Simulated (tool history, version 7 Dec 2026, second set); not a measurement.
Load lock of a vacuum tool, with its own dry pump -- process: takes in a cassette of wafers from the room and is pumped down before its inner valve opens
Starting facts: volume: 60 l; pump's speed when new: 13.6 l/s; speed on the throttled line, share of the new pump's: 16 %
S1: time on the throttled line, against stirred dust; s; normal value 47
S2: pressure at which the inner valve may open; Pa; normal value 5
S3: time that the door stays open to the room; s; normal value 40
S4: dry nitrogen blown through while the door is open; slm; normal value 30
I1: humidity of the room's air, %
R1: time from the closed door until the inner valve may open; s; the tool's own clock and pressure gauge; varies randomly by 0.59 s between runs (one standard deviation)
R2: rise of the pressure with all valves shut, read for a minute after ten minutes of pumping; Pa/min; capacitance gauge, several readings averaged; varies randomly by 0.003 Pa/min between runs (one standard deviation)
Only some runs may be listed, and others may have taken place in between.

run 1 day=0 | S1=47 S2=5 S3=40 S4=30 | I1=45.2 | R1=90.4 R2=0.03
run 2 day=1.846 | S1=47 S2=5 S3=40 S4=30 | I1=45.5 | R1=90 R2=0.034
run 3 day=3.983 | S1=47 S2=5 S3=40 S4=30 | I1=41.9 | R1=90.6 R2=0.03
run 4 day=6.692 | S1=47 S2=5 S3=40 S4=30 | I1=46.9 | R1=90.3 R2=0.035
run 5 day=9.046 | S1=47 S2=5 S3=40 S4=18 | I1=43.2 | R1=90.5 R2=0.032
run 6 day=12.079 | S1=47 S2=5 S3=40 S4=30 | I1=40.9 | R1=91.7 R2=0.026
run 7 day=15.917 | S1=47 S2=5 S3=40 S4=30 | I1=45.9 | R1=90.2 R2=0.035
run 8 day=19.333 | S1=47 S2=5 S3=40 S4=13 | I1=44 | R1=91.6 R2=0.041
run 9 day=23.05 | S1=47 S2=5 S3=40 S4=13 | I1=46.5 | R1=91.7 R2=0.043
run 10 day=25.083 | S1=47 S2=5 S3=138 S4=13 | I1=44.6 | R1=90.6 R2=0.085
run 11 day=28.121 | S1=47 S2=10 S3=40 S4=25 | I1=46.2 | R1=87.1 R2=0.035
run 12 day=30.154 | S1=34 S2=10 S3=49 S4=25 | I1=43.5 | R1=75.7 R2=0.042

Expected results for the next run?
run 13 day=32.138 | S1=85 S2=8 S3=27 S4=37 | I1=42 | R1=? R2=?

{"run 13": {"R1": 120.3, "R2": 0.025}}
Had the tool carried no hidden state, the very same run would have given R1 114.4 s, R2 0.019 Pa/min.
